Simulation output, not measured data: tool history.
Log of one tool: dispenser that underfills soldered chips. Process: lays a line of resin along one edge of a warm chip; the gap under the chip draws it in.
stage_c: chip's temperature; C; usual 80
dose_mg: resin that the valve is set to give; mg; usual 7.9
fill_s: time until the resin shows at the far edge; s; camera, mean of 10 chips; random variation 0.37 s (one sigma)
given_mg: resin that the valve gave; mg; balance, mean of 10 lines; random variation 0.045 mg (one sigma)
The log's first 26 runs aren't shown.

run    day  stage_c  dose_mg  hours of work since the syringe was changed  hours of work since the valve was cleaned  hours of work since the stage was calibrated  fill_s  given_mg
 27  4.838       80     8.77                                            8                                         44                                           208    44.7       8.5
     4.871  -- new syringe of resin
 28  4.954       80     8.77                                            1                                         45                                           210      25      8.51
 29  5.167       80     6.85                                            5                                         49                                           213    37.1      6.66
 30  5.296       83     7.89                                            7                                         51                                           215    36.8      7.74
     5.392  -- new syringe of resin
 31  5.438       82     7.88                                            1                                         53                                           217    22.4      7.75
 32  5.667       82     7.88                                            4                                         56                                           221    30.9      7.63
 33  5.858       93      7.9                                            7                                         59                                           224    25.5      7.66
     5.908  -- new syringe of resin
 34  6.025       90      9.5                                            2                                         62                                           226    17.6      9.23
 35  6.238       66    10.23                                            5                                         65                                           230      68      9.91

3 ways to go on from here, each from the tool as it stands after run 35. What would each give?
  A  6.392       83     8.68                                            8                                         68                                           232       ?         ?
  B  6.392       86     9.88                                            8                                         68                                           232       ?         ?
  C  6.392       69     9.82                                            8                                         68                                           232       ?         ?

run  fill_s  given_mg
  A    38.5      8.32
  B      34       9.6
  C    72.9      9.51
Without the tool's hidden state the same runs would have given:
run  fill_s  given_mg
  A    18.8       8.6
  B    16.7      9.92
  C    34.9      9.83
